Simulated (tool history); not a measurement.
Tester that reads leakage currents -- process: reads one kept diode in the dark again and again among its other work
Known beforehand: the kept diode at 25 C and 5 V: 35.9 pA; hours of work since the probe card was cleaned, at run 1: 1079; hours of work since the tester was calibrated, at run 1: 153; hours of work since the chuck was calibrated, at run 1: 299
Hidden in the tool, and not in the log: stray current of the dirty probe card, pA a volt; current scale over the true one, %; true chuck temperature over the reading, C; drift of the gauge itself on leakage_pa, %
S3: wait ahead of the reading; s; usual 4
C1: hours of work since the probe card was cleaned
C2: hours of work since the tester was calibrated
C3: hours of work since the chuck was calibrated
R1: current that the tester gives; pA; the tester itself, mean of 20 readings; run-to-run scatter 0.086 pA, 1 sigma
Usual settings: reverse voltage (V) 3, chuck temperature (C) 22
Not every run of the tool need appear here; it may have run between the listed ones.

run 1 day=0 | reverse_voltage_(V)=3 chuck_temperature_(C)=22 S3=4 | C1=1079 C2=153 C3=299 | R1=23.14
run 2 day=1.958 | reverse_voltage_(V)=3 chuck_temperature_(C)=22 S3=4 | C1=1107 C2=181 C3=327 | R1=23.29
run 3 day=3.225 | reverse_voltage_(V)=3 chuck_temperature_(C)=22 S3=4 | C1=1125 C2=199 C3=345 | R1=23.13
run 4 day=4.858 | reverse_voltage_(V)=3 chuck_temperature_(C)=22 S3=4 | C1=1148 C2=222 C3=369 | R1=23.26
run 5 day=5.971 | reverse_voltage_(V)=3 chuck_temperature_(C)=28 S3=4 | C1=1164 C2=238 C3=385 | R1=36.3
run 6 day=8.058 | reverse_voltage_(V)=3 chuck_temperature_(C)=22 S3=4 | C1=1194 C2=268 C3=414 | R1=23.24
run 7 day=9.296 | reverse_voltage_(V)=3 chuck_temperature_(C)=28 S3=4 | C1=1212 C2=286 C3=432 | R1=36.09
run 8 day=10.458 | reverse_voltage_(V)=3 chuck_temperature_(C)=28 S3=4 | C1=1228 C2=302 C3=449 | R1=36.18
run 9 day=11.638 | reverse_voltage_(V)=14.69 chuck_temperature_(C)=26 S3=7.27 | C1=1245 C2=319 C3=466 | R1=62.14
run 10 day=12.65 | reverse_voltage_(V)=2.08 chuck_temperature_(C)=25 S3=1.55 | C1=1260 C2=334 C3=480 | R1=24.89
run 11 day=14.308 | reverse_voltage_(V)=1.41 chuck_temperature_(C)=43 S3=1.55 | C1=1283 C2=358 C3=504 | R1=73.42
run 12 day=15.983 | reverse_voltage_(V)=13.76 chuck_temperature_(C)=32 S3=0.31 | C1=1307 C2=381 C3=528 | R1=99.75
run 13 day=17.825 | reverse_voltage_(V)=13.76 chuck_temperature_(C)=32 S3=0.31 | C1=1334 C2=408 C3=554 | R1=99.62
run 14 day=19.942 | reverse_voltage_(V)=1.23 chuck_temperature_(C)=59 S3=0.8 | C1=1364 C2=438 C3=584 | R1=188.55

Each row is a separate what-if for the run after 14, all from the same tool condition, not one after another. Results?
run A day=21.996 | reverse_voltage_(V)=5.45 chuck_temperature_(C)=48 S3=1.35 | C1=1393 C2=467 C3=614 | R1=?
run B day=21.996 | reverse_voltage_(V)=4.41 chuck_temperature_(C)=22 S3=4 | C1=1393 C2=467 C3=614 | R1=?
run C day=21.996 | reverse_voltage_(V)=3 chuck_temperature_(C)=30 S3=4 | C1=1393 C2=467 C3=614 | R1=?

run=A R1=181.9
run=B R1=27.57
run=C R1=41.58
What these runs would have given with no unlogged condition in the tool:
run=A R1=181.9
run=B R1=27.55
run=C R1=41.58

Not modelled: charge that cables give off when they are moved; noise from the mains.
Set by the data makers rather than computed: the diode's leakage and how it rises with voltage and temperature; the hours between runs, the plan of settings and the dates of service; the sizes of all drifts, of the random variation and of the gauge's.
